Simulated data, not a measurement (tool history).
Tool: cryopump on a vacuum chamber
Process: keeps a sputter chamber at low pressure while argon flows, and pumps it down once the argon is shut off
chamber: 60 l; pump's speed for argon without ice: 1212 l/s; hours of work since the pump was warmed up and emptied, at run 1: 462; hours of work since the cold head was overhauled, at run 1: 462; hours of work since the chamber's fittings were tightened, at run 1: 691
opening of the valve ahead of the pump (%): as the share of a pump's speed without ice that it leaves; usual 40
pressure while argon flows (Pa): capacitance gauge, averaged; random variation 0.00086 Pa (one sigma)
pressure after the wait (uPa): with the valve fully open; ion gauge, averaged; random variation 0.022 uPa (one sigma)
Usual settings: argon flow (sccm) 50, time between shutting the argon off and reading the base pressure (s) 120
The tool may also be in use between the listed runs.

| run | hour | argon flow (sccm) | time between shutting the argon off and reading the base pressure (s) | opening of the valve ahead of the pump (%) | hours of work since the pump was warmed up and emptied | hours of work since the cold head was overhauled | hours of work since the chamber's fittings were tightened | pressure while argon flows (Pa) | pressure after the wait (uPa) |
|---|---|---|---|---|---|---|---|---|---|
| 1 | 0 | 50 | 120 | 40 | 462 | 462 | 691 | 0.1852 | 1.03 |
| 2 | 63.7 | 50 | 120 | 40 | 487 | 487 | 717 | 0.185 | 1.03 |
| 3 | 101.2 | 50 | 120 | 40 | 503 | 503 | 732 | 0.1833 | 1.08 |
| 4 | 158.2 | 50 | 120 | 40 | 526 | 526 | 755 | 0.186 | 1.02 |
| 5 | 197.9 | 50 | 120 | 40 | 542 | 542 | 771 | 0.1862 | 1.09 |
| 6 | 228.1 | 27 | 120 | 40 | 554 | 554 | 783 | 0.1002 | 1.1 |
| 7 | 291.2 | 27 | 120 | 37 | 579 | 579 | 809 | 0.1081 | 1.1 |
| 8 | 327.1 | 50 | 136 | 40 | 594 | 594 | 823 | 0.1865 | 1.06 |
| 9 | 367.2 | 50 | 120 | 31 | 610 | 610 | 839 | 0.2386 | 1.11 |
| 10 | 411.9 | 50 | 117 | 40 | 628 | 628 | 857 | 0.1884 | 1.15 |
| 11 | 474.5 | 31 | 117 | 40 | 653 | 653 | 883 | 0.1166 | 1.16 |
| 12 | 515.3 | 31 | 117 | 40 | 670 | 670 | 899 | 0.1179 | 1.15 |
| 13 | 548.2 | 31 | 117 | 40 | 683 | 683 | 913 | 0.1162 | 1.17 |
| 14 | 614.7 | 50 | 120 | 40 | 710 | 710 | 939 | 0.1888 | 1.15 |
| 15 | 681.2 | 40 | 120 | 40 | 737 | 737 | 966 | 0.1521 | 1.2 |
| 16 | 720.2 | 50 | 120 | 19 | 753 | 753 | 982 | 0.3835 | 1.22 |
| 17 | 782.1 | 50 | 120 | 19 | 778 | 778 | 1007 | 0.3887 | 1.26 |
| 18 | 842.7 | 50 | 120 | 19 | 802 | 802 | 1031 | 0.3862 | 1.29 |
|  | 886.7 | pump warmed up, emptied and cooled again |
| 19 | 914 | 26 | 120 | 35 | 11 | 829 | 1058 | 0.103 | 1.07 |
| 20 | 962.9 | 45 | 63 | 42 | 31 | 848 | 1078 | 0.1518 | 1.38 |
| 21 | 1010.6 | 28 | 22 | 52 | 50 | 868 | 1097 | 0.0756 | 2.68 |
| 22 | 1045.3 | 50 | 120 | 27 | 64 | 882 | 1111 | 0.2614 | 1.16 |
| 23 | 1105.7 | 30 | 120 | 27 | 88 | 906 | 1136 | 0.1574 | 1.24 |
| 24 | 1168.1 | 50 | 238 | 59 | 114 | 931 | 1161 | 0.1213 | 1.01 |
| 25 | 1219.3 | 52 | 47 | 54 | 134 | 952 | 1181 | 0.1369 | 1.7 |
| 26 | 1284.5 | 30 | 47 | 17 | 161 | 978 | 1208 | 0.2486 | 1.7 |
| 27 | 1312.9 | 76 | 120 | 40 | 172 | 990 | 1219 | 0.2688 | 1.19 |
| 28 | 1351 | 25 | 39 | 23 | 187 | 1005 | 1235 | 0.1546 | 1.93 |
| 29 | 1393.9 | 82 | 24 | 37 | 205 | 1022 | 1252 | 0.3165 | 2.59 |
| 30 | 1437.8 | 28 | 47 | 31 | 222 | 1040 | 1270 | 0.13 | 1.77 |
| 31 | 1491.1 | 62 | 146 | 59 | 244 | 1062 | 1291 | 0.1525 | 1.14 |
| 32 | 1557.4 | 62 | 146 | 59 | 271 | 1088 | 1318 | 0.1531 | 1.2 |
| 33 | 1622.4 | 42 | 118 | 39 | 297 | 1115 | 1344 | 0.1557 | 1.28 |
| 34 | 1666.1 | 42 | 118 | 39 | 315 | 1132 | 1362 | 0.1562 | 1.31 |

Forecast each of these 4 alternatives for the next run:
| A | 1702.4 | 50 | 190 | 40 | 329 | 1147 | 1376 | ? | ? |
| B | 1702.4 | 42 | 21 | 29 | 329 | 1147 | 1376 | ? | ? |
| C | 1702.4 | 62 | 118 | 39 | 329 | 1147 | 1376 | ? | ? |
| D | 1702.4 | 45 | 75 | 52 | 329 | 1147 | 1376 | ? | ? |

| run | pressure while argon flows (Pa) | pressure after the wait (uPa) |
|---|---|---|
| A | 0.1801 | 1.2 |
| B | 0.2057 | 2.85 |
| C | 0.2294 | 1.27 |
| D | 0.1271 | 1.53 |
Without the tool's hidden state the same runs would have given:
| run | pressure while argon flows (Pa) | pressure after the wait (uPa) |
|---|---|---|
| A | 0.1733 | 0.47 |
| B | 0.2 | 2.13 |
| C | 0.221 | 0.56 |
| D | 0.121 | 0.8 |
